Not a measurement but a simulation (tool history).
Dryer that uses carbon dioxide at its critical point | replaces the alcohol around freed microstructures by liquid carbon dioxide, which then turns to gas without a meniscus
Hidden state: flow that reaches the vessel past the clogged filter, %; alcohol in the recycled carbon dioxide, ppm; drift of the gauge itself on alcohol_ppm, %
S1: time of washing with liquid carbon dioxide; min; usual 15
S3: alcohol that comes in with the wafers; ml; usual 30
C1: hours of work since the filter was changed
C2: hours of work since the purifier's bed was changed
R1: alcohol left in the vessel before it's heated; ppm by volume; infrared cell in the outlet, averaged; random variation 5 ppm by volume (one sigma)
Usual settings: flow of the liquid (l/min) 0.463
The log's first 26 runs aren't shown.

Run 27, day 23.242: usual settings but S1 14 min, flow of the liquid (l/min) 0.499, S3 95 ml; C1 153; C2 353. Result: R1 250 ppm by volume.
Run 28, day 24.154: usual settings but S1 14 min, flow of the liquid (l/min) 0.678, S3 57 ml; C1 163; C2 364. Result: R1 113 ppm by volume.
Run 29, day 24.996: usual settings but S1 20 min, flow of the liquid (l/min) 0.579, S3 119 ml; C1 173; C2 373. Result: R1 97 ppm by volume.
Run 30, day 26.188: usual settings but S1 21 min, flow of the liquid (l/min) 0.517; C1 187; C2 387. Result: R1 108 ppm by volume.
Run 31, day 27.429: usual settings but S1 21 min, flow of the liquid (l/min) 0.517; C1 201; C2 402. Result: R1 111 ppm by volume.
Run 32, day 28.012: usual settings but S1 21 min, flow of the liquid (l/min) 0.517; C1 208; C2 408. Result: R1 112 ppm by volume.
Run 33, day 28.788: usual settings but S1 13 min; C1 217; C2 417. Result: R1 245 ppm by volume.
At day 29.158: inlet filter changed.
Run 34, day 29.621: usual settings but S1 23 min, flow of the liquid (l/min) 0.622, S3 31 ml; C1 5; C2 426. Result: R1 119 ppm by volume.
Run 35, day 30.542: usual settings but S1 20 min, flow of the liquid (l/min) 0.383; C1 16; C2 437. Result: R1 131 ppm by volume.
Run 36, day 31.067: usual settings but S1 19 min, flow of the liquid (l/min) 0.353, S3 49 ml; C1 22; C2 443. Result: R1 204 ppm by volume.
Run 37, day 32.254: usual settings but flow of the liquid (l/min) 0.282; C1 36; C2 457. Result: R1 632 ppm by volume.
Run 38, day 33.112: usual settings but flow of the liquid (l/min) 0.282; C1 46; C2 467. Result: R1 649 ppm by volume.
Run 39, day 34.267: usual settings but S1 10 min, flow of the liquid (l/min) 0.539; C1 59; C2 480. Result: R1 324 ppm by volume.
Run 40, day 34.9: usual settings but S1 18 min, flow of the liquid (l/min) 0.539; C1 66; C2 488. Result: R1 139 ppm by volume.
Run 41, day 35.579: usual settings but S1 19 min, flow of the liquid (l/min) 0.614, S3 48 ml; C1 74; C2 496. Result: R1 126 ppm by volume.
Run 42, day 36.712: usual settings but flow of the liquid (l/min) 0.614, S3 117 ml; C1 87; C2 509. Result: R1 165 ppm by volume.
Run 43, day 37.438: usual settings but flow of the liquid (l/min) 0.548, S3 32 ml; C1 96; C2 517. Result: R1 150 ppm by volume.
Run 44, day 38.296: usual settings but S1 10 min, flow of the liquid (l/min) 0.421, S3 105 ml; C1 106; C2 527. Result: R1 2181 ppm by volume.
Run 45, day 38.938: usual settings but S1 10 min, flow of the liquid (l/min) 0.732, S3 74 ml; C1 113; C2 534. Result: R1 225 ppm by volume.
Run 46, day 40.171: usual settings but flow of the liquid (l/min) 0.563, S3 49 ml; C1 128; C2 549. Result: R1 167 ppm by volume.
Run 47, day 41.075: usual settings but S1 13 min; C1 138; C2 559. Result: R1 280 ppm by volume.

3 ways to go on from here, each from the tool as it stands after run 47. What would each give?
Run A, day 42.104: usual settings but S1 13 min, S3 50 ml; C1 150; C2 571. Result: R1 ?.
Run B, day 42.104: usual settings but S1 12 min, flow of the liquid (l/min) 0.284, S3 20 ml; C1 150; C2 571. Result: R1 ?.
Run C, day 42.104: usual settings but S1 12 min; C1 150; C2 571. Result: R1 ?.

run    R1
  A   350
  B  1002
  C   340
Without the tool's hidden state the same runs would have given:
run   R1
  A  156
  B  728
  C  148
